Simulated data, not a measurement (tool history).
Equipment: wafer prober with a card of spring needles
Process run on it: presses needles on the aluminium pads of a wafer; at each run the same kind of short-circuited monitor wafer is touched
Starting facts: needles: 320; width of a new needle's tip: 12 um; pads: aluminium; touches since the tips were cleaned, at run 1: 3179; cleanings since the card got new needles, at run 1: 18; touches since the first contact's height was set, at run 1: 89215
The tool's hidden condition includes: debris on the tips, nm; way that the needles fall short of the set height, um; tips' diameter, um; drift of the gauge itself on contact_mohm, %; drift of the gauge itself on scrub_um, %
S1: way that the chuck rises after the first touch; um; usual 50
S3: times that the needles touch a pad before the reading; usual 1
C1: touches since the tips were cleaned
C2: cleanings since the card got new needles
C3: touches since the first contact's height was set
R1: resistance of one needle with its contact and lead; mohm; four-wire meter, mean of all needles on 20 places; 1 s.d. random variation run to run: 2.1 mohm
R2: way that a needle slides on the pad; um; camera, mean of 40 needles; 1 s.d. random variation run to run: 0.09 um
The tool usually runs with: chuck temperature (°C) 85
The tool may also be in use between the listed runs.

{"run": 1, "hour": 0.0, "S1": 50, "chuck temperature (°C)": 85, "S3": 1, "C1": 3179, "C2": 18, "C3": 89215, "R1": 265, "R2": 11.24}
{"hour": 2.8, "done": "tips cleaned on abrasive film"}
{"hour": 13.7, "done": "tips cleaned on abrasive film"}
{"run": 2, "hour": 17.3, "S1": 50, "chuck temperature (°C)": 111, "S3": 1, "C1": 1563, "C2": 20, "C3": 96530, "R1": 255, "R2": 11.2}
{"hour": 23.8, "done": "tips cleaned on abrasive film"}
{"hour": 33.4, "done": "tips cleaned on abrasive film"}
{"run": 3, "hour": 33.7, "S1": 50, "chuck temperature (°C)": 111, "S3": 1, "C1": 127, "C2": 22, "C3": 103448, "R1": 244, "R2": 11.18}
{"hour": 44.5, "done": "tips cleaned on abrasive film"}
{"hour": 54.4, "done": "tips cleaned on abrasive film"}
{"run": 4, "hour": 56.6, "S1": 50, "chuck temperature (°C)": 111, "S3": 1, "C1": 910, "C2": 24, "C3": 113129, "R1": 255, "R2": 11.22}
{"hour": 64.1, "done": "tips cleaned on abrasive film"}
{"hour": 73.6, "done": "tips cleaned on abrasive film"}
{"run": 5, "hour": 73.6, "S1": 50, "chuck temperature (°C)": 111, "S3": 1, "C1": 0, "C2": 26, "C3": 120323, "R1": 240, "R2": 11.15}
{"hour": 83.9, "done": "tips cleaned on abrasive film"}
{"run": 6, "hour": 85.9, "S1": 50, "chuck temperature (°C)": 111, "S3": 1, "C1": 834, "C2": 27, "C3": 125529, "R1": 253, "R2": 11.11}
{"hour": 94.8, "done": "tips cleaned on abrasive film"}
{"run": 7, "hour": 102.9, "S1": 50, "chuck temperature (°C)": 111, "S3": 1, "C1": 3442, "C2": 28, "C3": 132735, "R1": 275, "R2": 11.14}
{"hour": 104.5, "done": "tips cleaned on abrasive film"}
{"hour": 114.5, "done": "tips cleaned on abrasive film"}
{"run": 8, "hour": 116.9, "S1": 50, "chuck temperature (°C)": 111, "S3": 1, "C1": 1056, "C2": 30, "C3": 138654, "R1": 251, "R2": 10.82}
{"hour": 125.4, "done": "tips cleaned on abrasive film"}
{"hour": 136.0, "done": "tips cleaned on abrasive film"}
{"run": 9, "hour": 140.3, "S1": 50, "chuck temperature (°C)": 85, "S3": 1, "C1": 1841, "C2": 32, "C3": 148553, "R1": 257, "R2": 10.9}
{"hour": 146.4, "done": "tips cleaned on abrasive film"}
{"run": 10, "hour": 153.3, "S1": 50, "chuck temperature (°C)": 85, "S3": 1, "C1": 2943, "C2": 33, "C3": 154073, "R1": 267, "R2": 10.9}
{"hour": 156.5, "done": "tips cleaned on abrasive film"}
{"hour": 166.3, "done": "tips cleaned on abrasive film"}
{"run": 11, "hour": 166.3, "S1": 50, "chuck temperature (°C)": 85, "S3": 1, "C1": 0, "C2": 35, "C3": 159545, "R1": 233, "R2": 10.98}
{"hour": 176.3, "done": "tips cleaned on abrasive film"}
{"run": 12, "hour": 178.6, "S1": 50, "chuck temperature (°C)": 85, "S3": 1, "C1": 986, "C2": 36, "C3": 164746, "R1": 248, "R2": 10.91}
{"hour": 187.2, "done": "tips cleaned on abrasive film"}
{"hour": 197.5, "done": "tips cleaned on abrasive film"}
{"run": 13, "hour": 206.1, "S1": 50, "chuck temperature (°C)": 85, "S3": 1, "C1": 3689, "C2": 38, "C3": 176406, "R1": 270, "R2": 10.74}
{"hour": 208.4, "done": "tips cleaned on abrasive film"}
{"hour": 218.9, "done": "tips cleaned on abrasive film"}
{"hour": 229.0, "done": "tips cleaned on abrasive film"}
{"run": 14, "hour": 229.6, "S1": 50, "chuck temperature (°C)": 85, "S3": 1, "C1": 267, "C2": 41, "C3": 186312, "R1": 239, "R2": 10.74}
{"hour": 238.9, "done": "tips cleaned on abrasive film"}
{"hour": 249.2, "done": "tips cleaned on abrasive film"}
{"run": 15, "hour": 249.2, "S1": 50, "chuck temperature (°C)": 85, "S3": 1, "C1": 0, "C2": 43, "C3": 194615, "R1": 234, "R2": 10.74}
{"hour": 260.4, "done": "tips cleaned on abrasive film"}
{"run": 16, "hour": 265.6, "S1": 50, "chuck temperature (°C)": 85, "S3": 1, "C1": 2218, "C2": 44, "C3": 201562, "R1": 266, "R2": 10.79}
{"hour": 271.4, "done": "tips cleaned on abrasive film"}
{"hour": 281.0, "done": "tips cleaned on abrasive film"}
{"run": 17, "hour": 281.0, "S1": 51, "chuck temperature (°C)": 68, "S3": 1, "C1": 0, "C2": 46, "C3": 208058, "R1": 231, "R2": 11.0}
{"hour": 290.7, "done": "tips cleaned on abrasive film"}
{"hour": 300.9, "done": "tips cleaned on abrasive film"}
{"run": 18, "hour": 302.5, "S1": 51, "chuck temperature (°C)": 68, "S3": 1, "C1": 699, "C2": 48, "C3": 217174, "R1": 240, "R2": 10.85}
{"hour": 310.9, "done": "tips cleaned on abrasive film"}
{"run": 19, "hour": 316.4, "S1": 51, "chuck temperature (°C)": 68, "S3": 1, "C1": 2345, "C2": 49, "C3": 223045, "R1": 255, "R2": 10.91}
{"hour": 321.4, "done": "tips cleaned on abrasive film"}
{"hour": 331.4, "done": "tips cleaned on abrasive film"}
{"hour": 341.0, "done": "tips cleaned on abrasive film"}
{"run": 20, "hour": 341.0, "S1": 37, "chuck temperature (°C)": 29, "S3": 1, "C1": 0, "C2": 52, "C3": 233423, "R1": 230, "R2": 7.56}
{"hour": 351.1, "done": "tips cleaned on abrasive film"}
{"run": 21, "hour": 358.2, "S1": 37, "chuck temperature (°C)": 29, "S3": 1, "C1": 3050, "C2": 53, "C3": 240747, "R1": 317, "R2": 7.56}
{"hour": 361.8, "done": "tips cleaned on abrasive film"}
{"hour": 371.4, "done": "tips cleaned on abrasive film"}
{"run": 22, "hour": 374.5, "S1": 44, "chuck temperature (°C)": 49, "S3": 2, "C1": 1305, "C2": 55, "C3": 247607, "R1": 244, "R2": 9.09}
{"hour": 380.2, "done": "height of the first contact set anew"}
{"hour": 381.9, "done": "tips cleaned on abrasive film"}
{"run": 23, "hour": 388.1, "S1": 44, "chuck temperature (°C)": 39, "S3": 1, "C1": 2631, "C2": 56, "C3": 3341, "R1": 264, "R2": 10.09}
{"hour": 391.5, "done": "tips cleaned on abrasive film"}
{"hour": 402.6, "done": "tips cleaned on abrasive film"}
{"hour": 412.2, "done": "tips cleaned on abrasive film"}
{"run": 24, "hour": 414.6, "S1": 47, "chuck temperature (°C)": 85, "S3": 1, "C1": 1043, "C2": 59, "C3": 14558, "R1": 250, "R2": 10.88}
{"hour": 423.2, "done": "tips cleaned on abrasive film"}
{"hour": 433.0, "done": "tips cleaned on abrasive film"}
{"run": 25, "hour": 441.1, "S1": 47, "chuck temperature (°C)": 85, "S3": 1, "C1": 3463, "C2": 61, "C3": 25771, "R1": 279, "R2": 10.67}
{"hour": 442.8, "done": "tips cleaned on abrasive film"}
{"hour": 453.8, "done": "tips cleaned on abrasive film"}
{"hour": 463.8, "done": "tips cleaned on abrasive film"}
{"run": 26, "hour": 468.4, "S1": 50, "chuck temperature (°C)": 85, "S3": 3, "C1": 1944, "C2": 64, "C3": 37300, "R1": 239, "R2": 11.48}
{"hour": 474.4, "done": "tips cleaned on abrasive film"}
{"hour": 484.0, "done": "tips cleaned on abrasive film"}
{"run": 27, "hour": 488.3, "S1": 67, "chuck temperature (°C)": 39, "S3": 1, "C1": 1844, "C2": 66, "C3": 45718, "R1": 234, "R2": 15.26}
{"hour": 495.6, "done": "tips cleaned on abrasive film"}
{"hour": 505.6, "done": "tips cleaned on abrasive film"}
{"hour": 515.3, "done": "tips cleaned on abrasive film"}
{"run": 28, "hour": 515.3, "S1": 67, "chuck temperature (°C)": 39, "S3": 1, "C1": 0, "C2": 69, "C3": 57143, "R1": 214, "R2": 15.33}
{"hour": 524.9, "done": "tips cleaned on abrasive film"}
{"hour": 534.4, "done": "tips cleaned on abrasive film"}
{"run": 29, "hour": 534.4, "S1": 50, "chuck temperature (°C)": 99, "S3": 1, "C1": 0, "C2": 71, "C3": 65224, "R1": 240, "R2": 11.11}
{"hour": 545.2, "done": "tips cleaned on abrasive film"}
{"hour": 556.4, "done": "tips cleaned on abrasive film"}
{"run": 30, "hour": 558.1, "S1": 50, "chuck temperature (°C)": 99, "S3": 1, "C1": 723, "C2": 73, "C3": 75242, "R1": 249, "R2": 11.29}

Branching from run 30: 4 alternative next runs. What would each branch give?
{"hour": 566.6, "done": "tips cleaned on abrasive film"}
{"hour": 576.9, "done": "tips cleaned on abrasive film"}
{"run": "A", "hour": 581.0, "S1": 38, "chuck temperature (°C)": 62, "S3": 1, "C1": 1750, "C2": 75, "C3": 84923, "R1": "?", "R2": "?"}
{"hour": 566.6, "done": "tips cleaned on abrasive film"}
{"hour": 576.9, "done": "tips cleaned on abrasive film"}
{"run": "B", "hour": 581.0, "S1": 32, "chuck temperature (°C)": 32, "S3": 3, "C1": 1750, "C2": 75, "C3": 84923, "R1": "?", "R2": "?"}
{"hour": 566.6, "done": "tips cleaned on abrasive film"}
{"hour": 576.9, "done": "tips cleaned on abrasive film"}
{"run": "C", "hour": 581.0, "S1": 46, "chuck temperature (°C)": 85, "S3": 1, "C1": 1750, "C2": 75, "C3": 84923, "R1": "?", "R2": "?"}
{"hour": 566.6, "done": "tips cleaned on abrasive film"}
{"hour": 576.9, "done": "tips cleaned on abrasive film"}
{"run": "D", "hour": 581.0, "S1": 50, "chuck temperature (°C)": 40, "S3": 1, "C1": 1750, "C2": 75, "C3": 84923, "R1": "?", "R2": "?"}

run=A R1=276 R2=8.40
run=B R1=253 R2=6.89
run=C R1=259 R2=10.20
run=D R1=249 R2=11.24
Without the tool's hidden state the same runs would have given:
run=A R1=224 R2=8.83
run=B R1=222 R2=7.32
run=C R1=224 R2=10.63
run=D R1=217 R2=11.67
